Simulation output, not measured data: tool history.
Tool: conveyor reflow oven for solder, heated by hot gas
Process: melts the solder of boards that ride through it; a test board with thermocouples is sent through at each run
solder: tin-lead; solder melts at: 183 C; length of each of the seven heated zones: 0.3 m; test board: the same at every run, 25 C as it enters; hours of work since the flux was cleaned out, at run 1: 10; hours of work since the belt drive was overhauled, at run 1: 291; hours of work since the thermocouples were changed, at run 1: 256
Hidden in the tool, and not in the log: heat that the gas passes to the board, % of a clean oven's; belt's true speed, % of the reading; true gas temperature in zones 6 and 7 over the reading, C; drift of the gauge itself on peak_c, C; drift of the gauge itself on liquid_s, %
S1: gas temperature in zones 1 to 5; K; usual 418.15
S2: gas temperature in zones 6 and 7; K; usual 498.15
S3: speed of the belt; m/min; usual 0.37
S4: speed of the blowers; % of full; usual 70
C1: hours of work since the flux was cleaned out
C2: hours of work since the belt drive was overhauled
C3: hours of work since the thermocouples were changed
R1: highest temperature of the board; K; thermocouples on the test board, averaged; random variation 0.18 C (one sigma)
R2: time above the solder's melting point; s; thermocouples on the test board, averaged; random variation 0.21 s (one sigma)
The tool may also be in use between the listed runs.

run,hour,S1,S2,S3,S4,C1,C2,C3,R1,R2
1,0,418.15,498.15,0.37,70,10,291,256,487.05,75.1
2,12.2,418.15,498.15,0.37,70,17,299,263,487.25,74.8
3,25,432.15,498.15,0.37,70,25,307,272,489.55,85.1
4,34.6,432.15,498.15,0.37,70,31,313,278,489.25,84.3
5,52.4,418.15,498.15,0.37,70,43,324,289,486.95,74.5
6,72.1,418.15,498.15,0.37,70,55,337,301,487.25,74.4
7,93.6,418.15,498.15,0.37,70,69,350,315,486.75,74.3
8,104.1,418.15,498.15,0.37,70,76,357,322,486.75,74.1
9,113.5,418.15,498.15,0.37,70,82,363,328,487.05,74.1
10,133.1,418.15,505.15,0.37,70,94,375,340,493.05,80.2
11,145,418.15,504.15,0.37,70,102,383,348,492.15,78.9
12,166.8,418.15,504.15,0.37,70,115,397,362,492.25,78.7
13,187.7,418.15,498.15,0.37,70,129,410,375,486.75,74
14,200.9,418.15,498.15,0.37,70,137,418,383,486.75,74
15,211.8,418.15,498.15,0.37,64,144,425,390,485.75,72.2
16,224.7,418.15,498.15,0.304,70,152,433,398,491.05,97.5
17,234.2,411.15,490.15,0.304,54,158,439,404,480.45,78.2

The next listed run, before its measurement:
18,252.3,408.15,507.15,0.4,60,170,451,416,?,?

{"run 18": {"R1": 487.85, "R2": 63.6}}
Without the tool's hidden state the same run would have given R1 488.45 K, R2 64.2 s.

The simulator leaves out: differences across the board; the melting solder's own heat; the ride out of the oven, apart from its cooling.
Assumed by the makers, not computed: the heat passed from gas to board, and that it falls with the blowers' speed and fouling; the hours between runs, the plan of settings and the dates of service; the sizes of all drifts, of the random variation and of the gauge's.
